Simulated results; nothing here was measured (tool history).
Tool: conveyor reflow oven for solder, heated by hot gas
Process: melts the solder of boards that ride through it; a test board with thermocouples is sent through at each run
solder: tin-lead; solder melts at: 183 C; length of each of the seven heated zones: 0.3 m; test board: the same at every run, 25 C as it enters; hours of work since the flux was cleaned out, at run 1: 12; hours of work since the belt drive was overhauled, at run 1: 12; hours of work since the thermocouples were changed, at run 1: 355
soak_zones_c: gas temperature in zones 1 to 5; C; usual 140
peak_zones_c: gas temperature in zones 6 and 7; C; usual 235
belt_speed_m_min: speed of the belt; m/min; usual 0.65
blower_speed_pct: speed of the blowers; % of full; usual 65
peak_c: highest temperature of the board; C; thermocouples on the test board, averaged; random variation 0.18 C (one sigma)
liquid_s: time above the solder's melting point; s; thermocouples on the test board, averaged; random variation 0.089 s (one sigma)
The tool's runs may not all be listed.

run,hour,soak_zones_c,peak_zones_c,belt_speed_m_min,blower_speed_pct,hours of work since the flux was cleaned out,hours of work since the belt drive was overhauled,hours of work since the thermocouples were changed,peak_c,liquid_s
1,0,140,235,0.65,65,12,12,355,219.3,42.85
2,43.9,127,235,0.65,65,37,37,380,216.7,38.71
3,78.6,127,235,0.65,65,57,57,399,216.9,38.61
4,119.3,140,235,0.65,65,80,80,422,218.9,43.04
5,153.1,140,235,0.65,65,99,99,442,218.8,43.14
6,192.1,140,235,0.65,65,121,121,464,218.5,43.08
7,242.8,140,235,0.65,80,150,150,492,222.2,45.24
# hour 311.9: flux residue cleaned out of gas plates and filters
8,319.3,140,235,0.65,86,4,190,533,223.5,45.87
9,386.2,140,235,0.65,86,42,228,571,223.9,45.69
10,433.9,140,235,0.65,86,69,255,598,223.7,45.9
11,478.4,140,235,0.65,65,94,281,623,219.2,42.87
12,508.6,140,235,0.65,65,112,298,640,218.9,43.15
13,573.7,140,235,0.65,65,149,335,677,219.2,43.07
14,606.4,140,235,0.65,65,167,353,696,219.2,43.08
# hour 641.2: flux residue cleaned out of gas plates and filters
15,650.6,140,235,0.65,65,5,375,718,219.3,43.1
16,686,140,235,0.65,65,25,395,738,218.8,43.14
17,724.1,140,235,0.65,65,47,417,760,219.2,42.92
18,787.3,140,235,0.65,65,83,453,796,219,42.98
19,818.7,140,235,0.65,65,101,471,814,219,43.26
20,875,125,226,0.536,65,133,503,846,214.5,46.26
21,933.7,125,226,0.536,65,166,536,879,214.6,46.36
# hour 974: flux residue cleaned out of gas plates and filters
22,974,141,228,0.712,54,0,556,899,206.7,31.18
23,1008.3,141,244,0.712,56,19,576,918,220.6,39.68
24,1081.4,140,246,0.707,68,61,617,960,226.7,42.64
25,1134.9,140,246,0.707,68,91,647,990,226.9,42.72
26,1175.1,155,245,0.624,70,114,670,1013,232.6,55.23
27,1228,140,235,0.65,65,144,700,1043,219.1,43.02
28,1293.5,139,241,0.767,65,181,737,1080,218.4,35.1
# hour 1303.8: flux residue cleaned out of gas plates and filters
29,1344.7,139,241,0.767,65,23,764,1106,218.1,35.23
30,1416.1,140,225,0.65,56,64,804,1147,207.8,35.69
# hour 1477.7: thermocouples of zones 6 and 7 changed
31,1488.4,140,225,0.65,56,104,844,6,207.9,35.58

3 ways to go on from here, each from the tool as it stands after run 31. What would each give?
A,1552.9,146,247,0.65,56,140,880,43,?,?
B,1552.9,147,225,0.707,85,140,880,43,?,?
C,1552.9,140,225,0.65,58,140,880,43,?,?

run,peak_c,liquid_s
A,227.8,48.51
B,213.9,38.93
C,208.6,36.33
Without the tool's hidden state the same runs would have given:
run,peak_c,liquid_s
A,227.8,48.52
B,213.9,38.94
C,208.7,36.34
